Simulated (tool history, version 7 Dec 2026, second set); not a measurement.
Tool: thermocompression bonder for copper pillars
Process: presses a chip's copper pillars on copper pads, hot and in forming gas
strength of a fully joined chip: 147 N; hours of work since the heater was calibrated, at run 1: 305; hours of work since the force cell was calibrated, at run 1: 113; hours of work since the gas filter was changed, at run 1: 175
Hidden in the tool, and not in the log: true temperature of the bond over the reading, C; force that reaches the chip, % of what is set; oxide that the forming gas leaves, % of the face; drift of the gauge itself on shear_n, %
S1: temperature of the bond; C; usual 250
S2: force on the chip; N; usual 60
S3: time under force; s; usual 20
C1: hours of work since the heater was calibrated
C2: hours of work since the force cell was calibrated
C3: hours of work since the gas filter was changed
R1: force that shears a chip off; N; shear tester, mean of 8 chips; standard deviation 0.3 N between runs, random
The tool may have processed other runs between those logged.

run 1 day=0.000 | S1=250 S2=60 S3=20 | C1=305 C2=113 C3=175 | R1=69.7
run 2 day=1.258 | S1=250 S2=60 S3=20 | C1=328 C2=136 C3=198 | R1=69.3
run 3 day=2.329 | S1=250 S2=60 S3=20 | C1=348 C2=155 C3=218 | R1=69.4
run 4 day=3.079 | S1=250 S2=60 S3=20 | C1=361 C2=169 C3=231 | R1=69.2
run 5 day=3.717 | S1=250 S2=60 S3=20 | C1=373 C2=181 C3=243 | R1=69.1
run 6 day=4.400 | S1=250 S2=60 S3=20 | C1=386 C2=193 C3=256 | R1=68.8
run 7 day=5.583 | S1=250 S2=60 S3=20 | C1=407 C2=215 C3=277 | R1=68.6
run 8 day=6.625 | S1=250 S2=60 S3=20 | C1=426 C2=234 C3=296 | R1=68.5
run 9 day=7.304 | S1=250 S2=65 S3=10 | C1=439 C2=247 C3=309 | R1=55.7
-- day=8.004 forming gas filter changed
run 10 day=8.262 | S1=236 S2=51 S3=16 | C1=456 C2=264 C3=5 | R1=50.1
run 11 day=8.825 | S1=264 S2=63 S3=16 | C1=466 C2=274 C3=15 | R1=85.1
run 12 day=9.783 | S1=251 S2=58 S3=15 | C1=484 C2=292 C3=33 | R1=66.7
run 13 day=10.879 | S1=251 S2=58 S3=15 | C1=504 C2=312 C3=53 | R1=67.0
run 14 day=11.908 | S1=262 S2=46 S3=53 | C1=523 C2=331 C3=72 | R1=101.9
run 15 day=12.554 | S1=256 S2=71 S3=53 | C1=535 C2=343 C3=83 | R1=111.0
run 16 day=13.558 | S1=256 S2=71 S3=53 | C1=553 C2=361 C3=102 | R1=110.4

What if the next run were any one of these 3? Each begins from the tool's condition after run 16:
run A day=14.312 | S1=224 S2=52 S3=31 | C1=567 C2=375 C3=116 | R1=?
run B day=14.312 | S1=267 S2=75 S3=26 | C1=567 C2=375 C3=116 | R1=?
run C day=14.312 | S1=250 S2=75 S3=32 | C1=567 C2=375 C3=116 | R1=?

run=A R1=52.3
run=B R1=105.7
run=C R1=94.0
Without the tool's unlogged condition, the same runs would have read:
run=A R1=49.3
run=B R1=104.1
run=C R1=91.5

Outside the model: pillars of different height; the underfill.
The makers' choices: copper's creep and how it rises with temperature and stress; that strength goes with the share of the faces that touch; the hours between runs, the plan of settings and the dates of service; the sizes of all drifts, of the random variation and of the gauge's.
